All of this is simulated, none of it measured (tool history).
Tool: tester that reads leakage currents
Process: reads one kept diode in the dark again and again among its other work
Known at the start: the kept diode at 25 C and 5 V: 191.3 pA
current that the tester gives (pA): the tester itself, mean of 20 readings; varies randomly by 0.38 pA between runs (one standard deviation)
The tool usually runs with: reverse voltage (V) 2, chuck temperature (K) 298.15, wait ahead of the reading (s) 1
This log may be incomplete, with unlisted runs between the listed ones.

run   hour  reverse voltage (V)  chuck temperature (K)  wait ahead of the reading (s)  current that the tester gives (pA)
  1      0                    2                 298.15                              1                              124.82
  2   36.7                    2                 307.15                              1                              288.24
  3   60.6                    2                 298.15                           6.84                              123.98
  4  106.9                    2                 298.15                           6.84                              123.54
  5  152.2                    2                 298.15                           2.75                              124.71
  6    190                    2                 298.15                           2.75                              124.54
  7  239.1                    2                 298.15                           2.75                              124.31
  8  266.2                    2                 326.15                           4.49                             1436.31
  9  310.2                 9.47                 311.15                              1                              860.38
 10  355.1                 9.47                 311.15                              1                              858.88
       385  -- chuck's temperature calibrated
 11  408.9                 9.47                 303.15                              1                              420.95
 12  437.9                 9.47                 293.15                              1                              162.54
 13  484.4                 9.47                 293.15                              1                              162.87
 14  520.8                 9.47                 293.15                              1                               161.9

4 options for the next run, each taken on its own from the tool as it stands now. Forecast them:
  A   571                 8.01                 310.15                           9.39                                   ?
  B   571                14.65                 295.15                              1                                   ?
  C   571                 9.47                 294.15                              1                                   ?
  D   571                 1.86                 310.15                           0.65                                   ?

run  current that the tester gives (pA)
  A                              721.67
  B                              242.38
  C                               178.1
  D                              360.91
Without the tool's unlogged condition, the same runs would have read:
run  current that the tester gives (pA)
  A                              721.52
  B                              242.25
  C                              178.01
  D                              360.85
